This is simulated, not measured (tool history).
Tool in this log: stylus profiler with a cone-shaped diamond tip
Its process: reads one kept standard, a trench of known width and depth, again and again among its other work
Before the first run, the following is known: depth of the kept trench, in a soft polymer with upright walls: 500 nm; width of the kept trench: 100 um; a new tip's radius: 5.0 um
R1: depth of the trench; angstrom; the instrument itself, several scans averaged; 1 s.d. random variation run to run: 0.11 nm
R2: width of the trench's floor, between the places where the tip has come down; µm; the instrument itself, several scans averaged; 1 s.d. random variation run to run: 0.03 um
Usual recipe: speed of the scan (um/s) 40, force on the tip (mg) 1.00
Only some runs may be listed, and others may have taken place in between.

{"run": 1, "hour": 0.0, "speed of the scan (um/s)": 40, "force on the tip (mg)": 1.0, "R1": 5046.6, "R2": 94.78}
{"run": 2, "hour": 35.8, "speed of the scan (um/s)": 40, "force on the tip (mg)": 1.0, "R1": 5049.9, "R2": 94.79}
{"run": 3, "hour": 70.3, "speed of the scan (um/s)": 40, "force on the tip (mg)": 1.0, "R1": 5048.6, "R2": 94.68}
{"run": 4, "hour": 93.6, "speed of the scan (um/s)": 34, "force on the tip (mg)": 1.0, "R1": 5050.8, "R2": 94.74}
{"run": 5, "hour": 112.9, "speed of the scan (um/s)": 40, "force on the tip (mg)": 1.0, "R1": 5048.1, "R2": 94.72}
{"run": 6, "hour": 156.0, "speed of the scan (um/s)": 40, "force on the tip (mg)": 1.0, "R1": 5049.7, "R2": 94.66}
{"run": 7, "hour": 175.4, "speed of the scan (um/s)": 40, "force on the tip (mg)": 1.0, "R1": 5050.3, "R2": 94.68}
{"hour": 179.2, "done": "height scale calibrated on a step standard"}
{"run": 8, "hour": 211.1, "speed of the scan (um/s)": 11, "force on the tip (mg)": 0.62, "R1": 5039.3, "R2": 94.77}
{"run": 9, "hour": 232.4, "speed of the scan (um/s)": 11, "force on the tip (mg)": 0.62, "R1": 5041.2, "R2": 94.74}
{"run": 10, "hour": 266.6, "speed of the scan (um/s)": 40, "force on the tip (mg)": 0.76, "R1": 5042.3, "R2": 94.53}
{"run": 11, "hour": 307.0, "speed of the scan (um/s)": 84, "force on the tip (mg)": 1.16, "R1": 5058.0, "R2": 94.4}
{"hour": 311.7, "done": "height scale calibrated on a step standard, once more"}
{"run": 12, "hour": 329.5, "speed of the scan (um/s)": 84, "force on the tip (mg)": 1.16, "R1": 5045.5, "R2": 94.42}

What will run 13 give?
{"run": 13, "hour": 364.6, "speed of the scan (um/s)": 84, "force on the tip (mg)": 1.16, "R1": "?", "R2": "?"}

Logged for run 13: R1 5044.9 angstrom, R2 94.38 µm.
Without the tool's hidden state the same run would have given R1 5045.1 angstrom, R2 95.25 µm.
